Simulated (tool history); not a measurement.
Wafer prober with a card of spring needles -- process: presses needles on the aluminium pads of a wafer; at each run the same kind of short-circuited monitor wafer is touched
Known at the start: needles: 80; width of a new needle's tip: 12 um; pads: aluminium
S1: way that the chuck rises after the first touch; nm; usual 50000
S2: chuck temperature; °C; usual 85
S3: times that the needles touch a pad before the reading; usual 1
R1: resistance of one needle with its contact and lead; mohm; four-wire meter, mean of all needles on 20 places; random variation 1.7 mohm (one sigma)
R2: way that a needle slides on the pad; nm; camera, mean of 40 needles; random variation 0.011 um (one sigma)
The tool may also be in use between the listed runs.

| run | hour | S1 | S2 | S3 | R1 | R2 |
|---|---|---|---|---|---|---|
| 1 | 0.0 | 50000 | 85 | 1 | 260 | 6790 |
|  | 6.1 | tips cleaned on abrasive film |
|  | 18.1 | tips cleaned on abrasive film |
|  | 32.5 | tips cleaned on abrasive film |
|  | 46.8 | tips cleaned on abrasive film |
| 2 | 50.7 | 50000 | 85 | 1 | 240 | 6730 |
|  | 59.7 | tips cleaned on abrasive film |
|  | 74.7 | tips cleaned on abrasive film |
| 3 | 75.8 | 46000 | 85 | 1 | 206 | 6170 |
|  | 87.5 | tips cleaned on abrasive film |
|  | 102.4 | tips cleaned on abrasive film |
|  | 117.4 | tips cleaned on abrasive film |
| 4 | 118.7 | 44000 | 85 | 1 | 219 | 5890 |
|  | 130.7 | tips cleaned on abrasive film |
|  | 145.6 | tips cleaned on abrasive film |
| 5 | 146.7 | 41000 | 85 | 1 | 215 | 5470 |
|  | 158.3 | tips cleaned on abrasive film |
|  | 170.3 | tips cleaned on abrasive film |
|  | 185.3 | tips cleaned on abrasive film |
|  | 185.6 | height of the first contact set anew |
| 6 | 188.3 | 50000 | 85 | 2 | 202 | 6810 |
|  | 200.3 | tips cleaned on abrasive film |
|  | 215.1 | tips cleaned on abrasive film |
|  | 221.2 | tips cleaned on abrasive film, once more |
|  | 236.2 | tips cleaned on abrasive film |
| 7 | 244.9 | 50000 | 85 | 2 | 229 | 6780 |
|  | 250.8 | tips cleaned on abrasive film |
|  | 265.7 | tips cleaned on abrasive film |
|  | 280.1 | tips cleaned on abrasive film |
| 8 | 280.1 | 50000 | 85 | 2 | 173 | 6780 |
|  | 295.1 | tips cleaned on abrasive film |
|  | 309.9 | tips cleaned on abrasive film |
|  | 324.9 | tips cleaned on abrasive film |
|  | 339.2 | tips cleaned on abrasive film |
| 9 | 339.2 | 50000 | 85 | 2 | 176 | 6740 |
|  | 354.0 | tips cleaned on abrasive film |
|  | 368.6 | tips cleaned on abrasive film |
|  | 383.2 | tips cleaned on abrasive film |
| 10 | 392.0 | 50000 | 85 | 2 | 227 | 6720 |
|  | 397.8 | tips cleaned on abrasive film |
|  | 412.4 | tips cleaned on abrasive film |
| 11 | 420.1 | 50000 | 85 | 2 | 225 | 6690 |
|  | 426.2 | tips cleaned on abrasive film |
|  | 441.0 | tips cleaned on abrasive film |
|  | 455.8 | tips cleaned on abrasive film |
|  | 470.5 | tips cleaned on abrasive film |
|  | 473.8 | height of the first contact set anew |
| 12 | 480.1 | 50000 | 85 | 2 | 225 | 6810 |
|  | 483.1 | tips cleaned on abrasive film |
|  | 497.7 | tips cleaned on abrasive film |
|  | 512.2 | tips cleaned on abrasive film |
|  | 525.9 | tips cleaned on abrasive film |
| 13 | 525.9 | 50000 | 85 | 1 | 180 | 6800 |
|  | 539.9 | tips cleaned on abrasive film |
|  | 554.9 | tips cleaned on abrasive film |
|  | 569.5 | tips cleaned on abrasive film |
| 14 | 576.8 | 50000 | 85 | 3 | 201 | 6770 |
|  | 582.8 | tips cleaned on abrasive film |
|  | 597.8 | tips cleaned on abrasive film |
| 15 | 603.2 | 50000 | 85 | 1 | 253 | 6750 |
|  | 612.3 | tips cleaned on abrasive film |
|  | 624.3 | tips cleaned on abrasive film |
|  | 638.7 | tips cleaned on abrasive film |
| 16 | 641.4 | 46000 | 85 | 1 | 235 | 6180 |
|  | 653.4 | tips cleaned on abrasive film |
|  | 667.9 | tips cleaned on abrasive film |
| 17 | 678.1 | 32000 | 45 | 3 | 256 | 4280 |
|  | 681.1 | tips cleaned on abrasive film |
|  | 693.1 | tips cleaned on abrasive film |
|  | 708.1 | tips cleaned on abrasive film |
| 18 | 715.3 | 32000 | 45 | 3 | 246 | 4240 |
|  | 721.3 | tips cleaned on abrasive film |
|  | 733.4 | tips cleaned on abrasive film |
|  | 748.4 | tips cleaned on abrasive film |
| 19 | 748.9 | 32000 | 45 | 3 | 188 | 4230 |
|  | 763.3 | tips cleaned on abrasive film |
|  | 763.6 | height of the first contact set anew |
|  | 775.6 | tips cleaned on abrasive film |
|  | 790.2 | tips cleaned on abrasive film |
|  | 804.7 | tips cleaned on abrasive film |
| 20 | 809.2 | 70000 | 96 | 2 | 193 | 9530 |
|  | 817.9 | tips cleaned on abrasive film |
|  | 832.6 | tips cleaned on abrasive film |
|  | 847.3 | tips cleaned on abrasive film |
|  | 860.3 | tips cleaned on abrasive film |
| 21 | 860.3 | 50000 | 70 | 1 | 171 | 6760 |
|  | 874.6 | tips cleaned on abrasive film |
|  | 889.2 | tips cleaned on abrasive film |
|  | 904.1 | tips cleaned on abrasive film |
| 22 | 911.3 | 50000 | 112 | 1 | 268 | 6740 |
|  | 917.3 | tips cleaned on abrasive film |
|  | 931.8 | tips cleaned on abrasive film |
|  | 943.8 | tips cleaned on abrasive film |
| 23 | 947.5 | 53000 | 31 | 1 | 232 | 7130 |
|  | 956.5 | tips cleaned on abrasive film |
|  | 971.2 | tips cleaned on abrasive film |
| 24 | 975.2 | 53000 | 31 | 1 | 243 | 7130 |
|  | 983.8 | tips cleaned on abrasive film |
|  | 998.1 | tips cleaned on abrasive film |
|  | 1013.1 | tips cleaned on abrasive film |
|  | 1027.5 | tips cleaned on abrasive film |
| 25 | 1035.6 | 58000 | 85 | 2 | 214 | 7750 |
|  | 1041.6 | tips cleaned on abrasive film |
|  | 1050.8 | height of the first contact set anew |
|  | 1056.5 | tips cleaned on abrasive film |
| 26 | 1064.3 | 46000 | 31 | 1 | 273 | 6270 |
|  | 1070.3 | tips cleaned on abrasive film |
|  | 1082.3 | tips cleaned on abrasive film |
|  | 1095.9 | tips cleaned on abrasive film |
| 27 | 1095.9 | 46000 | 108 | 3 | 183 | 6240 |
|  | 1110.4 | tips cleaned on abrasive film |
|  | 1124.4 | tips cleaned on abrasive film |
| 28 | 1132.9 | 50000 | 48 | 2 | 226 | 6770 |
|  | 1138.9 | tips cleaned on abrasive film |
|  | 1153.4 | tips cleaned on abrasive film |
|  | 1168.2 | tips cleaned on abrasive film |
| 29 | 1172.7 | 50000 | 48 | 1 | 251 | 6750 |

Table of differences, measured result less the result of that run with no hidden state. Run-to-run variation is the same in both. Gauge scatter possibly is not:
Hidden state at play: debris on the tips, nm; way that the needles fall short of the set height, um; tips' diameter, um; drift of the gauge itself on contact_mohm, %; drift of the gauge itself on scrub_um, %.
| run | R1 | R2 |
|---|---|---|
| 1 | +92 | -50 |
| 2 | +75 | -90 |
| 3 | +41 | -110 |
| 4 | +53 | -130 |
| 5 | +45 | -140 |
| 6 | +35 | +0 |
| 7 | +61 | -30 |
| 8 | +7 | -50 |
| 9 | +9 | -80 |
| 10 | +62 | -100 |
| 11 | +61 | -120 |
| 12 | +59 | +0 |
| 13 | +13 | -30 |
| 14 | +36 | -50 |
| 15 | +86 | -60 |
| 16 | +68 | -80 |
| 17 | +91 | -100 |
| 18 | +82 | -120 |
| 19 | +24 | -140 |
| 20 | +28 | -20 |
| 21 | +8 | -50 |
| 22 | +99 | -80 |
| 23 | +78 | -100 |
| 24 | +88 | -110 |
| 25 | +51 | -150 |
| 26 | +120 | +0 |
| 27 | +9 | -30 |
| 28 | +69 | -50 |
| 29 | +89 | -60 |
